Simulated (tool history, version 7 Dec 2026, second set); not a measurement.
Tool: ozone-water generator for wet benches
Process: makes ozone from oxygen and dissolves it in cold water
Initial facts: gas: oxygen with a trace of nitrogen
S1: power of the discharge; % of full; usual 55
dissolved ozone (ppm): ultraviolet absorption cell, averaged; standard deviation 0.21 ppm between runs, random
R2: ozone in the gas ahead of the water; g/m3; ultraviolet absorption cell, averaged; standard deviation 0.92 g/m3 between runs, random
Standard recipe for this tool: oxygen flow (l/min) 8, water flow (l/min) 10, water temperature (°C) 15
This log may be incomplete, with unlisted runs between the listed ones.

{"run": 1, "hour": 0.0, "S1": 55, "oxygen flow (l/min)": 8, "water flow (l/min)": 10, "water temperature (°C)": 15, "dissolved ozone (ppm)": 30.6, "R2": 151.9}
{"run": 2, "hour": 14.3, "S1": 92, "oxygen flow (l/min)": 8, "water flow (l/min)": 10, "water temperature (°C)": 15, "dissolved ozone (ppm)": 46.3, "R2": 229.8}
{"run": 3, "hour": 40.3, "S1": 46, "oxygen flow (l/min)": 8, "water flow (l/min)": 10, "water temperature (°C)": 15, "dissolved ozone (ppm)": 26.3, "R2": 131.9}
{"run": 4, "hour": 58.2, "S1": 46, "oxygen flow (l/min)": 8, "water flow (l/min)": 10, "water temperature (°C)": 15, "dissolved ozone (ppm)": 26.5, "R2": 131.3}
{"run": 5, "hour": 86.4, "S1": 55, "oxygen flow (l/min)": 8, "water flow (l/min)": 10, "water temperature (°C)": 15, "dissolved ozone (ppm)": 30.5, "R2": 150.4}
{"run": 6, "hour": 106.4, "S1": 55, "oxygen flow (l/min)": 8, "water flow (l/min)": 10, "water temperature (°C)": 15, "dissolved ozone (ppm)": 30.5, "R2": 151.3}
{"run": 7, "hour": 137.4, "S1": 48, "oxygen flow (l/min)": 8, "water flow (l/min)": 10, "water temperature (°C)": 15, "dissolved ozone (ppm)": 27.1, "R2": 136.2}
{"run": 8, "hour": 165.3, "S1": 48, "oxygen flow (l/min)": 8, "water flow (l/min)": 10, "water temperature (°C)": 15, "dissolved ozone (ppm)": 27.6, "R2": 136.7}
{"run": 9, "hour": 182.3, "S1": 48, "oxygen flow (l/min)": 8, "water flow (l/min)": 10, "water temperature (°C)": 15, "dissolved ozone (ppm)": 27, "R2": 134.6}
{"run": 10, "hour": 196.2, "S1": 48, "oxygen flow (l/min)": 8, "water flow (l/min)": 10, "water temperature (°C)": 15, "dissolved ozone (ppm)": 27.7, "R2": 137.1}
{"run": 11, "hour": 225.4, "S1": 48, "oxygen flow (l/min)": 8, "water flow (l/min)": 10, "water temperature (°C)": 15, "dissolved ozone (ppm)": 27.2, "R2": 136}
{"run": 12, "hour": 246.6, "S1": 48, "oxygen flow (l/min)": 8, "water flow (l/min)": 10, "water temperature (°C)": 15, "dissolved ozone (ppm)": 27.2, "R2": 134.6}
{"run": 13, "hour": 271.0, "S1": 48, "oxygen flow (l/min)": 8, "water flow (l/min)": 10, "water temperature (°C)": 15, "dissolved ozone (ppm)": 27.5, "R2": 134.2}
{"run": 14, "hour": 287.4, "S1": 55, "oxygen flow (l/min)": 10.91, "water flow (l/min)": 10, "water temperature (°C)": 15, "dissolved ozone (ppm)": 27.4, "R2": 125.4}
{"run": 15, "hour": 317.4, "S1": 55, "oxygen flow (l/min)": 6.52, "water flow (l/min)": 10, "water temperature (°C)": 15, "dissolved ozone (ppm)": 32.7, "R2": 169.6}
{"run": 16, "hour": 343.9, "S1": 55, "oxygen flow (l/min)": 6.52, "water flow (l/min)": 10, "water temperature (°C)": 15, "dissolved ozone (ppm)": 32.1, "R2": 170.9}
{"run": 17, "hour": 372.9, "S1": 55, "oxygen flow (l/min)": 6.52, "water flow (l/min)": 10, "water temperature (°C)": 15, "dissolved ozone (ppm)": 32.1, "R2": 170.1}
{"hour": 378.3, "done": "contactor cleaned"}
{"run": 18, "hour": 390.1, "S1": 55, "oxygen flow (l/min)": 6.52, "water flow (l/min)": 10, "water temperature (°C)": 15, "dissolved ozone (ppm)": 32.1, "R2": 171.2}
{"run": 19, "hour": 407.2, "S1": 45, "oxygen flow (l/min)": 4.4, "water flow (l/min)": 9, "water temperature (°C)": 14, "dissolved ozone (ppm)": 32, "R2": 184.5}
{"run": 20, "hour": 437.9, "S1": 83, "oxygen flow (l/min)": 8, "water flow (l/min)": 10, "water temperature (°C)": 8, "dissolved ozone (ppm)": 49.2, "R2": 211.7}
{"run": 21, "hour": 456.2, "S1": 55, "oxygen flow (l/min)": 7.96, "water flow (l/min)": 13, "water temperature (°C)": 15, "dissolved ozone (ppm)": 26.1, "R2": 149.9}
{"run": 22, "hour": 475.2, "S1": 55, "oxygen flow (l/min)": 4.63, "water flow (l/min)": 13, "water temperature (°C)": 8, "dissolved ozone (ppm)": 32.4, "R2": 209.5}
{"run": 23, "hour": 492.5, "S1": 55, "oxygen flow (l/min)": 4.63, "water flow (l/min)": 13, "water temperature (°C)": 8, "dissolved ozone (ppm)": 31.8, "R2": 208.8}
{"run": 24, "hour": 507.8, "S1": 49, "oxygen flow (l/min)": 11.81, "water flow (l/min)": 14, "water temperature (°C)": 21, "dissolved ozone (ppm)": 17.5, "R2": 109.1}
{"run": 25, "hour": 523.1, "S1": 49, "oxygen flow (l/min)": 11.81, "water flow (l/min)": 14, "water temperature (°C)": 21, "dissolved ozone (ppm)": 17.7, "R2": 108.9}
{"hour": 535.2, "done": "contactor cleaned, once more"}
{"run": 26, "hour": 546.8, "S1": 49, "oxygen flow (l/min)": 11.81, "water flow (l/min)": 14, "water temperature (°C)": 21, "dissolved ozone (ppm)": 18.1, "R2": 108.3}
{"run": 27, "hour": 576.4, "S1": 55, "oxygen flow (l/min)": 5.28, "water flow (l/min)": 15, "water temperature (°C)": 23, "dissolved ozone (ppm)": 22.3, "R2": 195.3}
{"run": 28, "hour": 601.2, "S1": 91, "oxygen flow (l/min)": 12.01, "water flow (l/min)": 13, "water temperature (°C)": 7, "dissolved ozone (ppm)": 42.2, "R2": 176.4}
{"run": 29, "hour": 626.7, "S1": 56, "oxygen flow (l/min)": 9.26, "water flow (l/min)": 10, "water temperature (°C)": 11, "dissolved ozone (ppm)": 32.8, "R2": 140.6}
{"run": 30, "hour": 645.2, "S1": 41, "oxygen flow (l/min)": 7.78, "water flow (l/min)": 8, "water temperature (°C)": 12, "dissolved ozone (ppm)": 29.3, "R2": 120.7}
{"run": 31, "hour": 675.8, "S1": 88, "oxygen flow (l/min)": 5.59, "water flow (l/min)": 10, "water temperature (°C)": 18, "dissolved ozone (ppm)": 46.3, "R2": 274.5}
{"run": 32, "hour": 694.7, "S1": 55, "oxygen flow (l/min)": 8, "water flow (l/min)": 8, "water temperature (°C)": 15, "dissolved ozone (ppm)": 34, "R2": 148.7}
{"run": 33, "hour": 711.5, "S1": 55, "oxygen flow (l/min)": 8, "water flow (l/min)": 12, "water temperature (°C)": 17, "dissolved ozone (ppm)": 26.5, "R2": 150.8}
{"run": 34, "hour": 728.4, "S1": 55, "oxygen flow (l/min)": 8, "water flow (l/min)": 12, "water temperature (°C)": 13, "dissolved ozone (ppm)": 28.7, "R2": 149.3}

Branching from run 34: 3 alternative next runs. What would each branch give?
{"run": "A", "hour": 750.1, "S1": 44, "oxygen flow (l/min)": 8.85, "water flow (l/min)": 12, "water temperature (°C)": 17, "dissolved ozone (ppm)": "?", "R2": "?"}
{"run": "B", "hour": 750.1, "S1": 55, "oxygen flow (l/min)": 4.46, "water flow (l/min)": 12, "water temperature (°C)": 10, "dissolved ozone (ppm)": "?", "R2": "?"}
{"run": "C", "hour": 750.1, "S1": 55, "oxygen flow (l/min)": 11.12, "water flow (l/min)": 10, "water temperature (°C)": 13, "dissolved ozone (ppm)": "?", "R2": "?"}

run=A dissolved_ozone_(ppm)=21.2 R2=118.3
run=B dissolved_ozone_(ppm)=33.1 R2=216.1
run=C dissolved_ozone_(ppm)=28.5 R2=123.9
What these runs would have given with no unlogged condition in the tool:
run=A dissolved_ozone_(ppm)=21.7 R2=120.6
run=B dissolved_ozone_(ppm)=34.1 R2=221.6
run=C dissolved_ozone_(ppm)=29.3 R2=127.1
